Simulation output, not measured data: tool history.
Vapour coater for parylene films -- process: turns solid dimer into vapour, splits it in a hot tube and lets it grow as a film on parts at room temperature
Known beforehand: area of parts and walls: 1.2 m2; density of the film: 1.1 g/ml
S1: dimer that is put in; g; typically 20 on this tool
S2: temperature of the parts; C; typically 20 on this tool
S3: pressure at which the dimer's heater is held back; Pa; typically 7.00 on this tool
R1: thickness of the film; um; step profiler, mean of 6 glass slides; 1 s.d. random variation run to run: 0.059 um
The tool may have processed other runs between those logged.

{"run": 1, "hour": 0.0, "S1": 20, "S2": 20, "S3": 7.0, "R1": 9.09}
{"run": 2, "hour": 46.4, "S1": 20, "S2": 20, "S3": 7.0, "R1": 8.84}
{"run": 3, "hour": 99.3, "S1": 29, "S2": 20, "S3": 7.0, "R1": 12.74}
{"run": 4, "hour": 130.5, "S1": 29, "S2": 20, "S3": 7.0, "R1": 12.74}
{"run": 5, "hour": 162.9, "S1": 29, "S2": 20, "S3": 7.0, "R1": 12.54}
{"run": 6, "hour": 233.6, "S1": 29, "S2": 20, "S3": 7.0, "R1": 12.47}
{"run": 7, "hour": 296.1, "S1": 29, "S2": 20, "S3": 7.0, "R1": 12.35}
{"run": 8, "hour": 330.4, "S1": 29, "S2": 20, "S3": 7.0, "R1": 12.34}
{"run": 9, "hour": 365.4, "S1": 29, "S2": 20, "S3": 7.0, "R1": 12.07}
{"hour": 391.5, "done": "trap's valve overhauled"}
{"run": 10, "hour": 422.5, "S1": 29, "S2": 25, "S3": 7.0, "R1": 9.71}
{"run": 11, "hour": 456.9, "S1": 20, "S2": 20, "S3": 9.57, "R1": 7.46}
{"run": 12, "hour": 516.5, "S1": 20, "S2": 20, "S3": 7.0, "R1": 7.73}
{"run": 13, "hour": 582.8, "S1": 20, "S2": 20, "S3": 7.0, "R1": 7.69}
{"run": 14, "hour": 648.7, "S1": 20, "S2": 20, "S3": 4.65, "R1": 8.33}
{"run": 15, "hour": 716.1, "S1": 20, "S2": 20, "S3": 4.65, "R1": 8.26}
{"hour": 726.6, "done": "trap's valve overhauled, once more"}
{"run": 16, "hour": 763.4, "S1": 20, "S2": 20, "S3": 4.65, "R1": 9.65}
{"run": 17, "hour": 808.7, "S1": 9, "S2": 20, "S3": 4.65, "R1": 4.35}
{"run": 18, "hour": 842.0, "S1": 9, "S2": 20, "S3": 4.65, "R1": 4.26}
{"run": 19, "hour": 910.7, "S1": 20, "S2": 20, "S3": 7.0, "R1": 8.64}
{"run": 20, "hour": 960.1, "S1": 20, "S2": 12, "S3": 7.0, "R1": 11.23}
{"run": 21, "hour": 1006.5, "S1": 20, "S2": 12, "S3": 6.08, "R1": 11.53}
{"run": 22, "hour": 1054.9, "S1": 20, "S2": 20, "S3": 7.0, "R1": 8.44}
{"hour": 1082.9, "done": "table's thermometer calibrated"}
{"run": 23, "hour": 1103.4, "S1": 20, "S2": 20, "S3": 7.0, "R1": 8.88}
{"run": 24, "hour": 1148.3, "S1": 20, "S2": 20, "S3": 7.0, "R1": 8.78}
{"run": 25, "hour": 1206.2, "S1": 20, "S2": 20, "S3": 7.0, "R1": 8.56}

Estimate the outcome of run 26 from the log above:
{"hour": 1264.0, "done": "trap's valve overhauled"}
{"run": 26, "hour": 1264.0, "S1": 29, "S2": 18, "S3": 10.06, "R1": "?"}

{"run 26": {"R1": 13.06}}
With no hidden state in the tool, this same run would have given R1 13.20 um.
